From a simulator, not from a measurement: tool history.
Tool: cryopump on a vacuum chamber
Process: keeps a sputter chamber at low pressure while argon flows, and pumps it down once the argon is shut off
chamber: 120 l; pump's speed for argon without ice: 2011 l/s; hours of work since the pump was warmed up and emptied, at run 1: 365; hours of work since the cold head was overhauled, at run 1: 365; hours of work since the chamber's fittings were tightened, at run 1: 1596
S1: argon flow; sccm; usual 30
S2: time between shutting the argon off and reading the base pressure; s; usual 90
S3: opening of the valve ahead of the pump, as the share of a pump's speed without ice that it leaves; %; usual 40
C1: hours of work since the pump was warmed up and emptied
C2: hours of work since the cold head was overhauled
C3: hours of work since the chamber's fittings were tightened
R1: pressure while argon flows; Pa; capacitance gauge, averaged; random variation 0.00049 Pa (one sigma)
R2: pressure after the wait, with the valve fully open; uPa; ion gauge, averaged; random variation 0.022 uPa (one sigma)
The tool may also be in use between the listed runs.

run   hour  S1   S2  S3   C1   C2    C3      R1    R2
  1    0.0  30   90  40  365  365  1596  0.0650  1.20
  2   11.0  30   90  40  374  374  1605  0.0653  1.17
  3   19.1  17   90  40  380  380  1612  0.0369  1.18
  4   25.7  17  194  40  385  385  1617  0.0367  0.93
  5   33.0  17  194  40  391  391  1623  0.0362  0.94
  6   46.2  30   90  54  402  402  1633  0.0486  1.21
  7   59.7  30   90  54  413  413  1644  0.0496  1.18
  8   67.7  52   90  54  419  419  1651  0.0843  1.24
  9   75.2  30   90  36  425  425  1656  0.0719  1.18
 10   83.3  30   90  36  431  431  1663  0.0720  1.19
 11   98.1  30   90  36  443  443  1675  0.0717  1.24
 12  109.1  30   43  40  452  452  1684  0.0655  1.83
 13  124.8  30   21  40  465  465  1696  0.0651  2.91
 14  139.0  30   61  40  476  476  1708  0.0655  1.51
 15  154.6  30   90  40  488  488  1720  0.0657  1.22
 16  161.0  30   90  40  494  494  1725  0.0654  1.21
 17  172.8  30   90  40  503  503  1735  0.0652  1.28
 18  182.1  30   90  22  510  510  1742  0.1173  1.27
 19  193.3  21   20  27  519  519  1751  0.0670  3.04
 20  204.6  20  159  40  528  528  1760  0.0442  1.04
 21  212.5  30  105  16  535  535  1766  0.1595  1.21
 22  225.2  30  105  16  545  545  1776  0.1594  1.21
 23  236.2  34  105  16  554  554  1785  0.1815  1.16
 24  251.7  12   97  16  566  566  1798  0.0637  1.24
 25  263.0  30  239  17  575  575  1807  0.1516  0.97
 26  274.0  30  239  17  584  584  1815  0.1513  0.99
 27  284.0  30   99  17  592  592  1823  0.1524  1.23
 28  292.6  30   99  17  599  599  1830  0.1506  1.25
 29  299.2  30   99  17  604  604  1836  0.1518  1.24
 30  313.6  30   99  17  616  616  1847  0.1526  1.24
 31  328.9  30   99  17  628  628  1859  0.1506  1.24
 32  336.6  20   49  17  634  634  1865  0.1011  1.79
 33  348.5  26   35  17  643  643  1875  0.1304  2.05
 34  361.1  12  238  42  654  654  1885  0.0253  1.02

Forecast each of these 4 alternatives for the next run:
  A  375.3  18  288  22  665  665  1896   ?   ?
  B  375.3  12   51  20  665  665  1896   ?   ?
  C  375.3  30  168  23  665  665  1896   ?   ?
  D  375.3  30   45  16  665  665  1896   ?   ?

run      R1    R2
  A  0.0703  0.95
  B  0.0521  1.68
  C  0.1133  1.09
  D  0.1612  1.84
Without the tool's hidden state the same runs would have given:
run      R1    R2
  A  0.0685  0.32
  B  0.0509  1.04
  C  0.1103  0.45
  D  0.1582  1.19

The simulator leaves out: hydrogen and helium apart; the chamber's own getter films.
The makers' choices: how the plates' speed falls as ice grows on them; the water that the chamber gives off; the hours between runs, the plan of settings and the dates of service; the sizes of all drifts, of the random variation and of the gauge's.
